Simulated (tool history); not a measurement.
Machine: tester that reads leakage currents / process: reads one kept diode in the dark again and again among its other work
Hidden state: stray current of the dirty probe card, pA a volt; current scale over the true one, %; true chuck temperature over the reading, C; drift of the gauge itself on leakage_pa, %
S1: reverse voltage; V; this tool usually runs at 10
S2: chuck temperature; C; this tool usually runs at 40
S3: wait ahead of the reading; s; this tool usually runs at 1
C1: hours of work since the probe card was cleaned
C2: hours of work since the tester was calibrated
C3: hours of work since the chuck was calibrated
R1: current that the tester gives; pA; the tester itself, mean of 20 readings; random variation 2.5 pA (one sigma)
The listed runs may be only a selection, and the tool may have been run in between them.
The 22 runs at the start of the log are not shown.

run,hour,S1,S2,S3,C1,C2,C3,R1
23,1638.2,1.6,32,1,2272,526,873,206.81
24,1696.4,1.6,32,1,2311,564,911,206.71
25,1767.5,10,45,1,2357,611,958,1238.14
26,1852.2,4.6,56,1,2413,666,1014,1950.77
# hour 1891.2: chuck's temperature calibrated
27,1925.7,9.3,38,1.45,2460,714,23,700.85
28,1998.3,10,40,5.81,2508,761,71,842.39
29,2091.9,10,31,0.77,2570,823,132,419.66
30,2144.4,8.7,39,6.67,2604,858,167,736.58
31,2192.7,10,51,0.3,2636,889,198,1906.75
32,2237.4,11.5,51,3.99,2665,919,228,2019.56
33,2338.4,9.8,22,2.08,2732,985,294,196.77
# hour 2438.6: probe card cleaned and baked
34,2438.6,10,40,4.32,0,1049,358,844.06
35,2500.3,10,27,1.67,41,1090,399,300.32
36,2569.7,4,21,5.44,86,1136,445,121.79
37,2610.8,1.1,40,0.35,113,1163,472,330.88
38,2652.7,1.1,40,0.35,141,1190,499,331.9
39,2707.9,8.8,20,1,177,1227,536,159.14
40,2761,6.9,40,0.36,212,1262,571,723.07
41,2857.7,5,23,1,276,1325,634,160.94

Predict each of these 3 candidate next runs independently; none follows another, all start after run 41:
A,2942.3,4.7,59,5.82,332,1381,690,?
B,2942.3,5,37,0.65,332,1381,690,?
C,2942.3,1.5,29,0.36,332,1381,690,?

run,R1
A,2407.8
B,498.6
C,158.3
Stripped of hidden state, with their random variation kept, the same runs would have yielded:
run,R1
A,2407.02
B,498.41
C,158.24
